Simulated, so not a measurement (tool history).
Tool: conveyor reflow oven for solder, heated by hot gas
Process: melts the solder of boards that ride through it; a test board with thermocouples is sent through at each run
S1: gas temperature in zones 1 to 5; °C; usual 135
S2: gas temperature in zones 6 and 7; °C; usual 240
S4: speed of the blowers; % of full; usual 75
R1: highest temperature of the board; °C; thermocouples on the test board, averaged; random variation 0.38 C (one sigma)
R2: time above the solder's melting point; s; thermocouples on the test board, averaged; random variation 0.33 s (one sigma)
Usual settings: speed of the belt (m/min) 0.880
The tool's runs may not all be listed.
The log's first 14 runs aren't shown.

Run 15, hour 363.3: usual settings but S4 57 % of full. Result: R1 214.8 °C, R2 38.1 s.
Run 16, hour 393.0: usual settings but S2 248 °C. Result: R1 227.2 °C, R2 44.7 s.
Run 17, hour 410.5: usual settings but S1 149 °C, S2 231 °C, speed of the belt (m/min) 1.022, S4 58 % of full. Result: R1 206.0 °C, R2 29.1 s.
Run 18, hour 439.8: usual settings but S1 133 °C, S2 232 °C, speed of the belt (m/min) 0.763, S4 66 % of full. Result: R1 216.4 °C, R2 45.4 s.
Run 19, hour 454.9: usual settings but S1 127 °C, S2 234 °C, speed of the belt (m/min) 0.858, S4 61 % of full. Result: R1 210.8 °C, R2 34.6 s.
Run 20, hour 472.5: usual settings but S1 139 °C, S2 235 °C, speed of the belt (m/min) 1.058, S4 81 % of full. Result: R1 210.6 °C, R2 30.2 s.
Run 21, hour 494.2: usual settings but S1 139 °C, S2 235 °C, speed of the belt (m/min) 1.058, S4 81 % of full. Result: R1 211.3 °C, R2 30.1 s.
Run 22, hour 510.7: usual settings but S4 50 % of full. Result: R1 211.8 °C, R2 35.7 s.
Run 23, hour 527.3: usual settings but S1 149 °C, speed of the belt (m/min) 0.898, S4 69 % of full. Result: R1 221.0 °C, R2 44.5 s.
At hour 551.9: flux residue cleaned out of gas plates and filters.
Run 24, hour 565.1: usual settings but S1 123 °C, speed of the belt (m/min) 0.744, S4 63 % of full. Result: R1 222.3 °C, R2 48.6 s.
Run 25, hour 598.0: usual settings but S1 123 °C, speed of the belt (m/min) 0.744, S4 63 % of full. Result: R1 222.8 °C, R2 47.7 s.
Run 26, hour 622.2: usual settings but S1 140 °C, S2 246 °C, S4 82 % of full. Result: R1 230.0 °C, R2 48.2 s.
Run 27, hour 636.6: usual settings but S2 236 °C, S4 65 % of full. Result: R1 216.3 °C, R2 39.0 s.
Run 28, hour 665.4: usual settings but S2 236 °C, S4 65 % of full. Result: R1 216.8 °C, R2 38.9 s.
Run 29, hour 691.0: usual settings but S2 233 °C, S4 74 % of full. Result: R1 216.2 °C, R2 39.0 s.
Run 30, hour 716.3: usual settings but S2 233 °C, S4 74 % of full. Result: R1 215.7 °C, R2 38.9 s.
At hour 721.1: thermocouples of zones 6 and 7 changed.
Run 31, hour 733.8: usual settings but speed of the belt (m/min) 0.722. Result: R1 225.4 °C, R2 55.1 s.

4 ways to go on from here, each from the tool as it stands after run 31. What would each give?
Run A, hour 753.0: usual settings but S1 131 °C, speed of the belt (m/min) 0.912, S4 76 % of full. Result: R1 ?, R2 ?.
Run B, hour 753.0: usual settings but S1 138 °C, S2 238 °C. Result: R1 ?, R2 ?.
Run C, hour 753.0: usual settings but S2 245 °C, speed of the belt (m/min) 0.722, S4 63 % of full. Result: R1 ?, R2 ?.
Run D, hour 753.0: usual settings but speed of the belt (m/min) 0.981, S4 63 % of full. Result: R1 ?, R2 ?.

run     R1    R2
  A  216.8  37.5
  B  217.4  41.5
  C  227.0  56.2
  D  211.0  31.3
Without the tool's hidden state the same runs would have given:
run     R1    R2
  A  217.1  37.1
  B  217.6  41.1
  C  227.1  55.4
  D  211.2  31.0

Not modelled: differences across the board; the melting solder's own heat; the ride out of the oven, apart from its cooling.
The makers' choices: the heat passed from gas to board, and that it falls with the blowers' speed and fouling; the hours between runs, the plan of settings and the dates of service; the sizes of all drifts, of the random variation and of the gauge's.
